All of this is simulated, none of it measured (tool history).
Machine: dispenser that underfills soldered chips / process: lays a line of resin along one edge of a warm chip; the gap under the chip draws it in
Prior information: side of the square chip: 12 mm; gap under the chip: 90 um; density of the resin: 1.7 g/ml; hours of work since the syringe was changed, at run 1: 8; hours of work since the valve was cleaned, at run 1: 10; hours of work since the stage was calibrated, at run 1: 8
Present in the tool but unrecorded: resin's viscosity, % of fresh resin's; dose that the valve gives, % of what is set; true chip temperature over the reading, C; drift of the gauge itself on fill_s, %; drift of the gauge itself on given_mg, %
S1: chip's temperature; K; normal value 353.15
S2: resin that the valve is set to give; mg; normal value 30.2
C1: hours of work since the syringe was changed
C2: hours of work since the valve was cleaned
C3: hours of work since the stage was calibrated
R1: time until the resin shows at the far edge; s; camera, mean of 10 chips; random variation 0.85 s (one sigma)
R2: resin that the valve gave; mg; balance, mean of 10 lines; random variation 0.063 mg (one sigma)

run   hour      S1    S2  C1  C2   C3     R1     R2
  1      0  353.15  30.2   8  10    8  144.9  30.01
  2    3.4  353.15  36.6  10  13   10  170.7  36.32
       4.2  -- new syringe of resin
  3   10.8  344.15  30.2   5  18   16  176.2   29.8
  4   15.5  344.15  30.2   9  22   19  231.6  29.86
        19  -- new syringe of resin
  5   21.3  344.15  30.2   2  26   23  140.5  29.78
  6     27  344.15  30.2   6  31   28  193.2  29.57
  7   30.8  353.15  30.1   9  33   31  160.7  29.55
      33.2  -- new syringe of resin
  8   37.8  353.15  30.2   3  38   36  105.8  29.65
  9   42.6  353.15  30.2   7  42   39  140.2  29.48
 10   46.5  353.15  30.2  10  45   43  175.9  29.52
      47.8  -- new syringe of resin
      53.8  -- dispensing valve cleaned and set on the balance
 11   54.6  353.15  30.2   4   1   48  113.5  30.23
 12   61.2  344.15  30.2  10   6   53  250.5  30.25
      63.4  -- new syringe of resin
 13     67  353.15  30.2   3  10   57   96.3  30.08
 14   71.5  353.15  30.2   6  13   60  126.8  30.01
 15   75.9  361.15  30.2  10  17   64  111.4  30.01
      78.4  -- new syringe of resin
 16   83.5  361.15  30.2   4  22   69   76.2  29.92
 17     87  361.15  38.9   7  25   72   89.8  38.59
 18   92.1  346.15  30.9  10  29   76  241.2  30.55
      92.9  -- new syringe of resin
 19   99.8  351.15  31.2   5  34   81  127.9  30.79
     107.3  -- new syringe of resin
 20  107.3  351.15  31.2   0  40   87   84.5  30.73
 21    112  363.15  26.7   4  44   91   69.3  26.34
 22  119.8  351.15  38.5  10  49   96  173.2  37.66
     121.2  -- dispensing valve cleaned and set on the balance
     122.5  -- new syringe of resin
 23  128.2  351.15  26.8   4   5  102  122.9  26.63
 24    134  348.15  27.4   9  10  106  199.4  27.31
     136.9  -- new syringe of resin
 25  140.5  348.15  25.9   3  14  111  127.5  25.72
 26  147.2  348.15  27.6   8  19  116  184.4  27.34
     151.5  -- new syringe of resin
 27  153.5  364.15  30.4   2  24  121   53.6  30.09

Below are 3 alternative next runs, each starting from the tool's condition after run 27. Predict each:
  A  161.1  342.15    38   7  30  127   ?   ?
  B  161.1  354.15  31.5   7  30  127   ?   ?
  C  161.1  343.15  28.8   7  30  127   ?   ?

run     R1     R2
  A  223.1   37.6
  B  128.8  31.16
  C  223.6  28.34
Stripped of hidden state, with their random variation kept, the same runs would have yielded:
run     R1     R2
  A  130.3  38.11
  B   74.9  31.58
  C    130  28.73

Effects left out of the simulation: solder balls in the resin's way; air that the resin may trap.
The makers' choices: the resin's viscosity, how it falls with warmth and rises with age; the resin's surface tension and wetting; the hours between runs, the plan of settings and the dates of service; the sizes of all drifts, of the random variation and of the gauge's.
